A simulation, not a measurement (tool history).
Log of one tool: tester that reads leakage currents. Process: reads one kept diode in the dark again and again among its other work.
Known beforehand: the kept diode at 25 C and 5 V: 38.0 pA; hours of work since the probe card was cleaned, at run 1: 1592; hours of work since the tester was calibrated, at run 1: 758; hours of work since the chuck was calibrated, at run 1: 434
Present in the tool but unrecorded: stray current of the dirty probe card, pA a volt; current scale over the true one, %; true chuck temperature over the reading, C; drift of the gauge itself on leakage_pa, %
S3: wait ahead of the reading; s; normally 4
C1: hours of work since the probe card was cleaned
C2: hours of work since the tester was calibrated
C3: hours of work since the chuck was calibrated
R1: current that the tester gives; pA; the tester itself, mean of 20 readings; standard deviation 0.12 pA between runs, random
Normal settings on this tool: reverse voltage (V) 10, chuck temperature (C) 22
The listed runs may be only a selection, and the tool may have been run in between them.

Run 1, hour 0: usual settings; C1 1592; C2 758; C3 434. Result: R1 41.1 pA.
At hour 30.8: probe card cleaned and baked.
Run 2, hour 30.8: usual settings; C1 0; C2 776; C3 452. Result: R1 35.85 pA.
Run 3, hour 58.5: usual settings but chuck temperature (C) 46; C1 18; C2 794; C3 470. Result: R1 270.58 pA.
Run 4, hour 85.5: usual settings but chuck temperature (C) 46; C1 36; C2 811; C3 488. Result: R1 270.05 pA.
Run 5, hour 102.8: usual settings but chuck temperature (C) 46; C1 47; C2 823; C3 499. Result: R1 269.44 pA.
Run 6, hour 116.3: usual settings but chuck temperature (C) 46; C1 56; C2 832; C3 508. Result: R1 270.56 pA.
Run 7, hour 133.4: usual settings but reverse voltage (V) 8.7, chuck temperature (C) 46; C1 67; C2 843; C3 519. Result: R1 258.02 pA.
Run 8, hour 161.9: usual settings but reverse voltage (V) 8.7, chuck temperature (C) 46, S3 0.37 s; C1 86; C2 861; C3 537. Result: R1 260.56 pA.
Run 9, hour 174.6: usual settings but S3 0.67 s; C1 94; C2 870; C3 546. Result: R1 37.62 pA.
Run 10, hour 199: usual settings but S3 0.59 s; C1 110; C2 885; C3 562. Result: R1 37.57 pA.
Run 11, hour 220.8: usual settings but reverse voltage (V) 10.1, chuck temperature (C) 58; C1 124; C2 900; C3 576. Result: R1 670.08 pA.
Run 12, hour 246.9: usual settings but reverse voltage (V) 3.5, chuck temperature (C) 43, S3 0.32 s; C1 141; C2 917; C3 593. Result: R1 151.96 pA.
Run 13, hour 276.3: usual settings but reverse voltage (V) 6, chuck temperature (C) 34, S3 0.35 s; C1 160; C2 936; C3 612. Result: R1 88.1 pA.
Run 14, hour 290.6: usual settings but chuck temperature (C) 45, S3 2.08 s; C1 170; C2 945; C3 621. Result: R1 249.48 pA.
Run 15, hour 310.5: usual settings but reverse voltage (V) 1.5, chuck temperature (C) 56, S3 2.08 s; C1 183; C2 958; C3 634. Result: R1 312.16 pA.
Run 16, hour 328.1: usual settings but reverse voltage (V) 3.4, chuck temperature (C) 23, S3 5.12 s; C1 194; C2 970; C3 646. Result: R1 27.37 pA.
Run 17, hour 349.7: usual settings but reverse voltage (V) 3.2, chuck temperature (C) 43, S3 8.83 s; C1 208; C2 984; C3 660. Result: R1 147.24 pA.

Measured minus without-hidden-state, run by run (identical run-to-run variation in each term; gauge scatter may differ):
run      R1
  1   +4.38
  2   -1.03
  3   -7.29
  4    -7.4
  5   -7.46
  6   -7.56
  7    -7.3
  8   -7.44
  9   -0.86
 10   -0.83
 11  -19.42
 12   -4.76
 13   -2.68
 14   -7.73
 15   -9.95
 16   -0.81
 17   -4.97
